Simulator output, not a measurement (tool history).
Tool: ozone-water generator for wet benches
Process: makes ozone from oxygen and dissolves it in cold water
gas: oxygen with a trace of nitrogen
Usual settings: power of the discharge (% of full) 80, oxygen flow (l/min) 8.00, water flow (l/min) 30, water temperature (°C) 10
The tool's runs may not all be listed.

| run | day | power of the discharge (% of full) | oxygen flow (l/min) | water flow (l/min) | water temperature (°C) | dissolved ozone (ppm) | ozone in the gas ahead of the water (g/m3) |
|---|---|---|---|---|---|---|---|
| 1 | 0.000 | 80 | 8.00 | 30 | 10 | 22.4 | 283.8 |
| 2 | 5.429 | 80 | 8.00 | 30 | 10 | 22.4 | 280.0 |
| 3 | 8.938 | 80 | 8.00 | 30 | 5 | 23.5 | 279.1 |
| 4 | 13.992 | 80 | 8.00 | 30 | 5 | 23.5 | 280.6 |
| 5 | 20.175 | 80 | 8.00 | 30 | 17 | 20.2 | 280.5 |
| 6 | 24.379 | 80 | 8.00 | 44 | 17 | 14.7 | 276.2 |
| 7 | 27.262 | 80 | 8.00 | 44 | 17 | 14.6 | 277.8 |
| 8 | 31.017 | 80 | 8.00 | 44 | 17 | 14.7 | 279.3 |
| 9 | 34.833 | 80 | 4.47 | 30 | 10 | 20.7 | 385.6 |
|  | 37.171 | water thermometer calibrated |
| 10 | 40.662 | 80 | 4.47 | 30 | 11 | 20.3 | 387.6 |
| 11 | 47.208 | 80 | 4.47 | 30 | 11 | 20.4 | 388.2 |
| 12 | 52.408 | 80 | 4.47 | 30 | 11 | 20.4 | 389.4 |
| 13 | 57.242 | 80 | 4.47 | 30 | 11 | 20.2 | 385.2 |
| 14 | 62.254 | 80 | 8.00 | 30 | 14 | 20.2 | 274.3 |
| 15 | 68.383 | 80 | 8.00 | 30 | 14 | 20.2 | 274.8 |
| 16 | 72.483 | 80 | 8.00 | 30 | 14 | 20.1 | 271.3 |
| 17 | 79.042 | 80 | 7.79 | 20 | 13 | 27.7 | 276.6 |
| 18 | 82.704 | 80 | 7.89 | 30 | 6 | 22.1 | 271.4 |
|  | 85.062 | contactor cleaned |
| 19 | 88.467 | 80 | 7.89 | 30 | 6 | 25.3 | 273.4 |
| 20 | 94.933 | 80 | 5.03 | 42 | 7 | 17.4 | 354.2 |
| 21 | 99.946 | 80 | 5.03 | 42 | 7 | 17.4 | 354.9 |
| 22 | 105.354 | 68 | 13.99 | 30 | 10 | 21.7 | 179.0 |
| 23 | 111.746 | 80 | 6.71 | 25 | 5 | 29.2 | 294.6 |
| 24 | 118.308 | 80 | 13.31 | 22 | 7 | 30.0 | 196.0 |
| 25 | 122.162 | 80 | 13.31 | 22 | 7 | 29.5 | 197.9 |

Forecast run 26:
| 26 | 125.362 | 62 | 8.00 | 24 | 7 | ? | ? |

Run 26 gave dissolved ozone (ppm) 25.8, ozone in the gas ahead of the water (g/m3) 235.5.
Without the tool's hidden state the same run would have given dissolved ozone (ppm) 28.7, ozone in the gas ahead of the water (g/m3) 259.0.
